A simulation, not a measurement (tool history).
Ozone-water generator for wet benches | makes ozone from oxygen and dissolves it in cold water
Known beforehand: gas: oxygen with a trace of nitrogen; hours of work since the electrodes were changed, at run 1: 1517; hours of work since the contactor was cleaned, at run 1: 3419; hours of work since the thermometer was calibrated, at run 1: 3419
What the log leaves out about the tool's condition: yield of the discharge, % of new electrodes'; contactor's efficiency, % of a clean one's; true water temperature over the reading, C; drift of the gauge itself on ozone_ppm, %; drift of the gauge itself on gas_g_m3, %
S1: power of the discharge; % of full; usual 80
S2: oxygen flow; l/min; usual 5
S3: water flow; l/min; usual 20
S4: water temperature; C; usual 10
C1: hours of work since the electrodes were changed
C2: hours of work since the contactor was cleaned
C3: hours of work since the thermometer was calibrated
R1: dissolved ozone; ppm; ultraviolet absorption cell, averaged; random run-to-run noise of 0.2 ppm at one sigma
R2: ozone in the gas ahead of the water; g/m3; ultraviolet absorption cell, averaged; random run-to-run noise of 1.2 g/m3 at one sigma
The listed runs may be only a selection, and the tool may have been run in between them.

{"run": 1, "hour": 0.0, "S1": 80, "S2": 5, "S3": 20, "S4": 10, "C1": 1517, "C2": 3419, "C3": 3419, "R1": 28.2, "R2": 226.1}
{"run": 2, "hour": 61.5, "S1": 80, "S2": 5, "S3": 20, "S4": 10, "C1": 1571, "C2": 3473, "C3": 3473, "R1": 28, "R2": 225.4}
{"run": 3, "hour": 106.0, "S1": 80, "S2": 5, "S3": 20, "S4": 10, "C1": 1610, "C2": 3512, "C3": 3512, "R1": 28, "R2": 227}
{"run": 4, "hour": 138.7, "S1": 80, "S2": 5, "S3": 20, "S4": 9, "C1": 1639, "C2": 3541, "C3": 3541, "R1": 28.7, "R2": 224.8}
{"run": 5, "hour": 186.0, "S1": 80, "S2": 5, "S3": 20, "S4": 9, "C1": 1680, "C2": 3583, "C3": 3583, "R1": 28.5, "R2": 228.2}
{"run": 6, "hour": 232.4, "S1": 80, "S2": 5, "S3": 20, "S4": 10, "C1": 1721, "C2": 3624, "C3": 3624, "R1": 27.8, "R2": 227.1}
{"run": 7, "hour": 304.4, "S1": 80, "S2": 5, "S3": 20, "S4": 10, "C1": 1784, "C2": 3687, "C3": 3687, "R1": 28.1, "R2": 227}
{"run": 8, "hour": 367.0, "S1": 80, "S2": 5, "S3": 20, "S4": 10, "C1": 1840, "C2": 3742, "C3": 3742, "R1": 27.9, "R2": 225.4}
{"run": 9, "hour": 404.3, "S1": 80, "S2": 5, "S3": 20, "S4": 10, "C1": 1872, "C2": 3775, "C3": 3775, "R1": 28.4, "R2": 227}
{"run": 10, "hour": 477.9, "S1": 80, "S2": 5, "S3": 20, "S4": 10, "C1": 1937, "C2": 3840, "C3": 3840, "R1": 28.3, "R2": 226.2}
{"run": 11, "hour": 530.4, "S1": 80, "S2": 5, "S3": 20, "S4": 10, "C1": 1983, "C2": 3886, "C3": 3886, "R1": 28, "R2": 223.8}
{"run": 12, "hour": 566.0, "S1": 80, "S2": 5, "S3": 20, "S4": 10, "C1": 2015, "C2": 3917, "C3": 3917, "R1": 27.9, "R2": 226.9}
{"run": 13, "hour": 610.1, "S1": 80, "S2": 5, "S3": 20, "S4": 10, "C1": 2053, "C2": 3956, "C3": 3956, "R1": 27.9, "R2": 225.8}
{"run": 14, "hour": 677.2, "S1": 80, "S2": 5, "S3": 20, "S4": 10, "C1": 2112, "C2": 4015, "C3": 4015, "R1": 28.2, "R2": 225}
{"run": 15, "hour": 741.3, "S1": 80, "S2": 5, "S3": 20, "S4": 10, "C1": 2169, "C2": 4071, "C3": 4071, "R1": 28.3, "R2": 225.9}
{"run": 16, "hour": 778.6, "S1": 80, "S2": 8.48, "S3": 20, "S4": 10, "C1": 2202, "C2": 4104, "C3": 4104, "R1": 31.1, "R2": 187.8}
{"run": 17, "hour": 848.2, "S1": 66, "S2": 3.17, "S3": 22, "S4": 15, "C1": 2263, "C2": 4165, "C3": 4165, "R1": 18.6, "R2": 230.6}
{"run": 18, "hour": 880.9, "S1": 54, "S2": 2.86, "S3": 23, "S4": 16, "C1": 2292, "C2": 4194, "C3": 4194, "R1": 14.7, "R2": 210}
{"run": 19, "hour": 935.6, "S1": 54, "S2": 2.86, "S3": 23, "S4": 16, "C1": 2340, "C2": 4242, "C3": 4242, "R1": 14.7, "R2": 208.7}
{"run": 20, "hour": 980.1, "S1": 54, "S2": 2.86, "S3": 23, "S4": 16, "C1": 2379, "C2": 4282, "C3": 4282, "R1": 14.8, "R2": 209.5}
{"run": 21, "hour": 1043.9, "S1": 54, "S2": 2.86, "S3": 17, "S4": 16, "C1": 2435, "C2": 4338, "C3": 4338, "R1": 19.4, "R2": 208.3}
{"run": 22, "hour": 1087.4, "S1": 80, "S2": 4.57, "S3": 14, "S4": 9, "C1": 2473, "C2": 4376, "C3": 4376, "R1": 36.7, "R2": 234.1}
{"run": 23, "hour": 1150.5, "S1": 71, "S2": 3.46, "S3": 28, "S4": 8, "C1": 2529, "C2": 4432, "C3": 4432, "R1": 16.8, "R2": 237.5}
{"run": 24, "hour": 1198.1, "S1": 71, "S2": 3.46, "S3": 28, "S4": 8, "C1": 2571, "C2": 4473, "C3": 4473, "R1": 16.9, "R2": 236}
{"run": 25, "hour": 1233.9, "S1": 71, "S2": 3.46, "S3": 28, "S4": 8, "C1": 2602, "C2": 4505, "C3": 4505, "R1": 16.8, "R2": 235.3}
{"run": 26, "hour": 1267.6, "S1": 84, "S2": 6.44, "S3": 24, "S4": 6, "C1": 2632, "C2": 4534, "C3": 4534, "R1": 28.1, "R2": 213.1}
{"run": 27, "hour": 1335.9, "S1": 84, "S2": 5.09, "S3": 24, "S4": 13, "C1": 2692, "C2": 4595, "C3": 4595, "R1": 24.2, "R2": 234}
{"run": 28, "hour": 1378.7, "S1": 49, "S2": 2.89, "S3": 20, "S4": 10, "C1": 2730, "C2": 4632, "C3": 4632, "R1": 16.3, "R2": 193.1}
{"run": 29, "hour": 1413.1, "S1": 54, "S2": 4.34, "S3": 23, "S4": 11, "C1": 2760, "C2": 4663, "C3": 4663, "R1": 17.8, "R2": 179.6}
{"run": 30, "hour": 1479.0, "S1": 55, "S2": 6.3, "S3": 18, "S4": 16, "C1": 2818, "C2": 4721, "C3": 4721, "R1": 22.6, "R2": 160.9}
{"run": 31, "hour": 1545.3, "S1": 55, "S2": 6.3, "S3": 13, "S4": 8, "C1": 2876, "C2": 4779, "C3": 4779, "R1": 32, "R2": 159.8}

Estimate the outcome of run 32 from the log above:
{"run": 32, "hour": 1590.2, "S1": 80, "S2": 5, "S3": 16, "S4": 10, "C1": 2916, "C2": 4818, "C3": 4818, "R1": "?", "R2": "?"}

R1: 32.8 ppm
R2: 225.3 g/m3
Minus the tool's unlogged condition, the same run would have read R1 32.8 ppm, R2 225.6 g/m3.
